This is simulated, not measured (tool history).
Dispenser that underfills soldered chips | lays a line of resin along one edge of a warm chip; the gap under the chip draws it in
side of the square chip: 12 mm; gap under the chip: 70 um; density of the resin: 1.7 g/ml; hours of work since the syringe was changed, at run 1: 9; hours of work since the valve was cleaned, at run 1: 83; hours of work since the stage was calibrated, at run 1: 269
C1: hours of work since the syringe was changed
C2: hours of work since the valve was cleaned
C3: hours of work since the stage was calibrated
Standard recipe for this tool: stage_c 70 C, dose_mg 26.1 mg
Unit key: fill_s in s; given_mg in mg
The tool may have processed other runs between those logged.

{"run": 1, "hour": 0.0, "stage_c": 70, "dose_mg": 26.1, "C1": 9, "C2": 83, "C3": 269, "fill_s": 283.5, "given_mg": 24.11}
{"hour": 4.0, "done": "new syringe of resin"}
{"run": 2, "hour": 7.6, "stage_c": 70, "dose_mg": 26.1, "C1": 3, "C2": 88, "C3": 274, "fill_s": 152.6, "given_mg": 24.09}
{"run": 3, "hour": 15.0, "stage_c": 70, "dose_mg": 26.1, "C1": 8, "C2": 93, "C3": 280, "fill_s": 247.3, "given_mg": 23.96}
{"hour": 21.5, "done": "new syringe of resin"}
{"run": 4, "hour": 22.2, "stage_c": 70, "dose_mg": 26.1, "C1": 1, "C2": 98, "C3": 284, "fill_s": 123.5, "given_mg": 23.76}
{"run": 5, "hour": 32.1, "stage_c": 70, "dose_mg": 26.1, "C1": 8, "C2": 105, "C3": 292, "fill_s": 232.8, "given_mg": 23.88}
{"run": 6, "hour": 36.9, "stage_c": 70, "dose_mg": 27.5, "C1": 11, "C2": 109, "C3": 295, "fill_s": 315.8, "given_mg": 24.77}
{"hour": 38.8, "done": "new syringe of resin"}
{"run": 7, "hour": 42.6, "stage_c": 70, "dose_mg": 24.4, "C1": 3, "C2": 113, "C3": 299, "fill_s": 157.9, "given_mg": 21.9}
{"hour": 52.8, "done": "dispensing valve cleaned and set on the balance"}
{"run": 8, "hour": 54.3, "stage_c": 70, "dose_mg": 24.4, "C1": 10, "C2": 1, "C3": 307, "fill_s": 306.4, "given_mg": 24.24}
{"hour": 56.7, "done": "new syringe of resin"}
{"run": 9, "hour": 63.6, "stage_c": 78, "dose_mg": 26.1, "C1": 5, "C2": 8, "C3": 313, "fill_s": 128.7, "given_mg": 25.92}
{"run": 10, "hour": 70.5, "stage_c": 70, "dose_mg": 26.1, "C1": 10, "C2": 12, "C3": 318, "fill_s": 281.0, "given_mg": 25.98}
{"hour": 73.5, "done": "new syringe of resin"}
{"run": 11, "hour": 78.5, "stage_c": 70, "dose_mg": 26.1, "C1": 4, "C2": 18, "C3": 324, "fill_s": 159.6, "given_mg": 25.92}
{"run": 12, "hour": 87.2, "stage_c": 67, "dose_mg": 26.1, "C1": 10, "C2": 24, "C3": 330, "fill_s": 314.7, "given_mg": 25.5}
{"hour": 90.5, "done": "new syringe of resin"}
{"run": 13, "hour": 98.0, "stage_c": 67, "dose_mg": 26.1, "C1": 5, "C2": 32, "C3": 337, "fill_s": 214.8, "given_mg": 25.21}
{"run": 14, "hour": 103.8, "stage_c": 68, "dose_mg": 31.7, "C1": 10, "C2": 36, "C3": 341, "fill_s": 293.5, "given_mg": 30.8}
{"hour": 107.9, "done": "new syringe of resin"}
{"run": 15, "hour": 112.2, "stage_c": 80, "dose_mg": 25.5, "C1": 3, "C2": 42, "C3": 347, "fill_s": 102.0, "given_mg": 24.44}
{"run": 16, "hour": 119.9, "stage_c": 80, "dose_mg": 25.5, "C1": 9, "C2": 47, "C3": 353, "fill_s": 165.8, "given_mg": 24.24}
{"hour": 125.0, "done": "new syringe of resin"}
{"run": 17, "hour": 130.1, "stage_c": 66, "dose_mg": 24.6, "C1": 4, "C2": 54, "C3": 360, "fill_s": 199.5, "given_mg": 23.36}
{"run": 18, "hour": 140.2, "stage_c": 81, "dose_mg": 33.0, "C1": 11, "C2": 62, "C3": 367, "fill_s": 192.5, "given_mg": 30.98}
{"hour": 142.0, "done": "new syringe of resin"}
{"run": 19, "hour": 147.3, "stage_c": 61, "dose_mg": 30.1, "C1": 4, "C2": 67, "C3": 372, "fill_s": 241.2, "given_mg": 28.43}
{"run": 20, "hour": 158.1, "stage_c": 61, "dose_mg": 22.3, "C1": 12, "C2": 74, "C3": 380, "fill_s": 521.1, "given_mg": 20.93}
{"hour": 159.0, "done": "new syringe of resin"}
{"run": 21, "hour": 164.4, "stage_c": 70, "dose_mg": 26.2, "C1": 4, "C2": 79, "C3": 384, "fill_s": 166.1, "given_mg": 24.24}
{"run": 22, "hour": 172.1, "stage_c": 56, "dose_mg": 26.6, "C1": 9, "C2": 84, "C3": 390, "fill_s": 515.7, "given_mg": 24.52}
{"hour": 175.9, "done": "new syringe of resin"}
{"run": 23, "hour": 182.9, "stage_c": 62, "dose_mg": 27.8, "C1": 5, "C2": 92, "C3": 397, "fill_s": 255.7, "given_mg": 25.53}
{"run": 24, "hour": 189.3, "stage_c": 62, "dose_mg": 27.8, "C1": 10, "C2": 96, "C3": 402, "fill_s": 385.5, "given_mg": 25.4}
{"hour": 193.0, "done": "new syringe of resin"}
{"run": 25, "hour": 199.6, "stage_c": 64, "dose_mg": 22.8, "C1": 5, "C2": 103, "C3": 409, "fill_s": 245.3, "given_mg": 20.72}

5 options for the next run, each taken on its own from the tool as it stands now. Forecast them:
{"hour": 207.2, "done": "stage's temperature calibrated"}
{"hour": 210.6, "done": "new syringe of resin"}
{"run": "A", "hour": 211.5, "stage_c": 74, "dose_mg": 22.3, "C1": 1, "C2": 111, "C3": 3, "fill_s": "?", "given_mg": "?"}
{"hour": 207.2, "done": "stage's temperature calibrated"}
{"hour": 210.6, "done": "new syringe of resin"}
{"run": "B", "hour": 211.5, "stage_c": 68, "dose_mg": 31.5, "C1": 1, "C2": 111, "C3": 3, "fill_s": "?", "given_mg": "?"}
{"hour": 207.2, "done": "stage's temperature calibrated"}
{"hour": 210.6, "done": "new syringe of resin"}
{"run": "C", "hour": 211.5, "stage_c": 65, "dose_mg": 31.3, "C1": 1, "C2": 111, "C3": 3, "fill_s": "?", "given_mg": "?"}
{"hour": 207.2, "done": "stage's temperature calibrated"}
{"hour": 210.6, "done": "new syringe of resin"}
{"run": "D", "hour": 211.5, "stage_c": 65, "dose_mg": 32.6, "C1": 1, "C2": 111, "C3": 3, "fill_s": "?", "given_mg": "?"}
{"hour": 207.2, "done": "stage's temperature calibrated"}
{"hour": 210.6, "done": "new syringe of resin"}
{"run": "E", "hour": 211.5, "stage_c": 81, "dose_mg": 32.4, "C1": 1, "C2": 111, "C3": 3, "fill_s": "?", "given_mg": "?"}

run=A fill_s=121.1 given_mg=20.15
run=B fill_s=143.0 given_mg=28.46
run=C fill_s=163.1 given_mg=28.55
run=D fill_s=160.9 given_mg=29.61
run=E fill_s=82.9 given_mg=29.33
With no hidden state in the tool, these same runs would have given:
run=A fill_s=110.3 given_mg=22.28
run=B fill_s=134.1 given_mg=31.45
run=C fill_s=152.9 given_mg=31.56
run=D fill_s=151.0 given_mg=32.73
run=E fill_s=77.9 given_mg=32.41
